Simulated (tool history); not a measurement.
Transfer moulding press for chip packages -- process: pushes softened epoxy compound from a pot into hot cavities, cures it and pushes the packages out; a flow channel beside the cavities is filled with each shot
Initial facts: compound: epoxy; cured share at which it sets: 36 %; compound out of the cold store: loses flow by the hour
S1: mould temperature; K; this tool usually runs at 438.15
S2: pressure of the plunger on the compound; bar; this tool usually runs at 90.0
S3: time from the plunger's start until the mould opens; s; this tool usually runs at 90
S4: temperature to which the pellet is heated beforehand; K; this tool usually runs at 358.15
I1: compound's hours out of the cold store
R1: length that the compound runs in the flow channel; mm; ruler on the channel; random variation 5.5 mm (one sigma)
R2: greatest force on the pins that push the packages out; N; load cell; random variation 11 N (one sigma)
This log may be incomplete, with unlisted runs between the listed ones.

run 1 day=0.000 | S1=438.15 S2=90.0 S3=90 S4=358.15 | I1=27.7 | R1=841 R2=518
run 2 day=0.517 | S1=434.15 S2=90.0 S3=90 S4=358.15 | I1=21.4 | R1=891 R2=671
run 3 day=0.946 | S1=438.15 S2=94.0 S3=90 S4=358.15 | I1=41.0 | R1=798 R2=510
-- day=1.138 cavities cleaned with cleaning compound and waxed
run 4 day=1.292 | S1=438.15 S2=90.0 S3=90 S4=358.15 | I1=17.1 | R1=899 R2=502
run 5 day=1.596 | S1=438.15 S2=70.8 S3=90 S4=358.15 | I1=20.5 | R1=772 R2=514
run 6 day=2.042 | S1=438.15 S2=90.0 S3=90 S4=358.15 | I1=42.0 | R1=776 R2=500
run 7 day=2.542 | S1=438.15 S2=90.0 S3=90 S4=358.15 | I1=9.2 | R1=945 R2=537
run 8 day=2.929 | S1=438.15 S2=90.0 S3=90 S4=356.15 | I1=32.5 | R1=820 R2=502
run 9 day=3.608 | S1=438.15 S2=90.0 S3=90 S4=352.15 | I1=19.6 | R1=885 R2=523
-- day=3.792 plunger's sealing rings changed
-- day=4.188 cavities cleaned with cleaning compound and waxed
run 10 day=4.358 | S1=438.15 S2=90.0 S3=90 S4=352.15 | I1=34.2 | R1=814 R2=532
run 11 day=4.838 | S1=438.15 S2=90.0 S3=129 S4=358.15 | I1=45.6 | R1=763 R2=441
run 12 day=5.150 | S1=438.15 S2=96.0 S3=90 S4=358.15 | I1=38.9 | R1=813 R2=498
run 13 day=5.500 | S1=438.15 S2=90.0 S3=114 S4=358.15 | I1=36.3 | R1=808 R2=428
run 14 day=6.067 | S1=438.15 S2=90.0 S3=114 S4=358.15 | I1=27.8 | R1=847 R2=442
run 15 day=6.488 | S1=438.15 S2=71.8 S3=89 S4=357.15 | I1=17.0 | R1=796 R2=550
-- day=7.129 cavities cleaned with cleaning compound and waxed
run 16 day=7.129 | S1=438.15 S2=71.8 S3=89 S4=357.15 | I1=9.2 | R1=843 R2=554
run 17 day=7.425 | S1=439.15 S2=90.0 S3=81 S4=362.15 | I1=38.9 | R1=781 R2=557
run 18 day=8.075 | S1=439.15 S2=90.0 S3=81 S4=350.15 | I1=13.3 | R1=926 R2=618
run 19 day=8.375 | S1=435.15 S2=84.5 S3=117 S4=350.15 | I1=45.7 | R1=747 R2=455
run 20 day=8.800 | S1=439.15 S2=84.5 S3=101 S4=350.15 | I1=47.2 | R1=734 R2=440
run 21 day=9.412 | S1=440.15 S2=90.0 S3=118 S4=358.15 | I1=15.2 | R1=899 R2=436

What will run 22 give?
-- day=10.079 cavities cleaned with cleaning compound and waxed
run 22 day=10.079 | S1=440.15 S2=90.0 S3=118 S4=358.15 | I1=47.2 | R1=? R2=?

R1: 748 mm
R2: 437 N
With the hidden condition absent and the run-to-run variation left alone, this run would have shown R1 749 mm, R2 437 N.

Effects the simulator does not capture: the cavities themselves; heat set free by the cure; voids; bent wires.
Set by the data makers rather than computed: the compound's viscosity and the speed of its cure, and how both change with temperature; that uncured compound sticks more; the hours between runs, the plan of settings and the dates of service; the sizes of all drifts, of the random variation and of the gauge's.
